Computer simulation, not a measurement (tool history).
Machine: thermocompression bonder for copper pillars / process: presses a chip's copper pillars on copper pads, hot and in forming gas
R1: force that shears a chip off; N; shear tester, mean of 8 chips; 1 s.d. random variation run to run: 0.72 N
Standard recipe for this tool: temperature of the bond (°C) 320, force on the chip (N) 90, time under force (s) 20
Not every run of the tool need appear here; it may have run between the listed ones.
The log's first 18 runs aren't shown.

{"run": 19, "hour": 1011.9, "temperature of the bond (°C)": 320, "force on the chip (N)": 122, "time under force (s)": 20, "R1": 63.2}
{"run": 20, "hour": 1089.2, "temperature of the bond (°C)": 320, "force on the chip (N)": 90, "time under force (s)": 20, "R1": 48.1}
{"run": 21, "hour": 1123.4, "temperature of the bond (°C)": 301, "force on the chip (N)": 72, "time under force (s)": 16, "R1": 29.0}
{"run": 22, "hour": 1174.2, "temperature of the bond (°C)": 301, "force on the chip (N)": 72, "time under force (s)": 16, "R1": 29.2}
{"run": 23, "hour": 1228.9, "temperature of the bond (°C)": 329, "force on the chip (N)": 73, "time under force (s)": 16, "R1": 37.6}
{"run": 24, "hour": 1275.7, "temperature of the bond (°C)": 324, "force on the chip (N)": 90, "time under force (s)": 37, "R1": 58.6}
{"run": 25, "hour": 1346.7, "temperature of the bond (°C)": 324, "force on the chip (N)": 90, "time under force (s)": 37, "R1": 55.1}
{"hour": 1392.6, "done": "forming gas filter changed"}
{"run": 26, "hour": 1401.3, "temperature of the bond (°C)": 324, "force on the chip (N)": 54, "time under force (s)": 43, "R1": 39.3}
{"run": 27, "hour": 1481.3, "temperature of the bond (°C)": 308, "force on the chip (N)": 67, "time under force (s)": 43, "R1": 41.8}
{"run": 28, "hour": 1555.4, "temperature of the bond (°C)": 320, "force on the chip (N)": 102, "time under force (s)": 49, "R1": 65.4}
{"run": 29, "hour": 1607.1, "temperature of the bond (°C)": 305, "force on the chip (N)": 97, "time under force (s)": 49, "R1": 55.9}
{"run": 30, "hour": 1678.1, "temperature of the bond (°C)": 335, "force on the chip (N)": 101, "time under force (s)": 13, "R1": 48.6}
{"run": 31, "hour": 1717.1, "temperature of the bond (°C)": 326, "force on the chip (N)": 74, "time under force (s)": 12, "R1": 31.6}
{"run": 32, "hour": 1771.9, "temperature of the bond (°C)": 305, "force on the chip (N)": 90, "time under force (s)": 20, "R1": 38.0}
{"run": 33, "hour": 1839.5, "temperature of the bond (°C)": 310, "force on the chip (N)": 90, "time under force (s)": 20, "R1": 39.4}
{"hour": 1860.2, "done": "forming gas filter changed"}
{"run": 34, "hour": 1899.2, "temperature of the bond (°C)": 320, "force on the chip (N)": 102, "time under force (s)": 20, "R1": 51.5}
{"run": 35, "hour": 1975.3, "temperature of the bond (°C)": 320, "force on the chip (N)": 90, "time under force (s)": 17, "R1": 42.3}
{"run": 36, "hour": 2043.6, "temperature of the bond (°C)": 320, "force on the chip (N)": 90, "time under force (s)": 17, "R1": 41.4}

Run 37 has not been measured yet. What should we expect?
{"run": 37, "hour": 2079.7, "temperature of the bond (°C)": 320, "force on the chip (N)": 90, "time under force (s)": 17, "R1": "?"}

{"run 37": {"R1": 41.3}}
Had the tool carried no hidden state, the very same run would have given R1 49.7 N.

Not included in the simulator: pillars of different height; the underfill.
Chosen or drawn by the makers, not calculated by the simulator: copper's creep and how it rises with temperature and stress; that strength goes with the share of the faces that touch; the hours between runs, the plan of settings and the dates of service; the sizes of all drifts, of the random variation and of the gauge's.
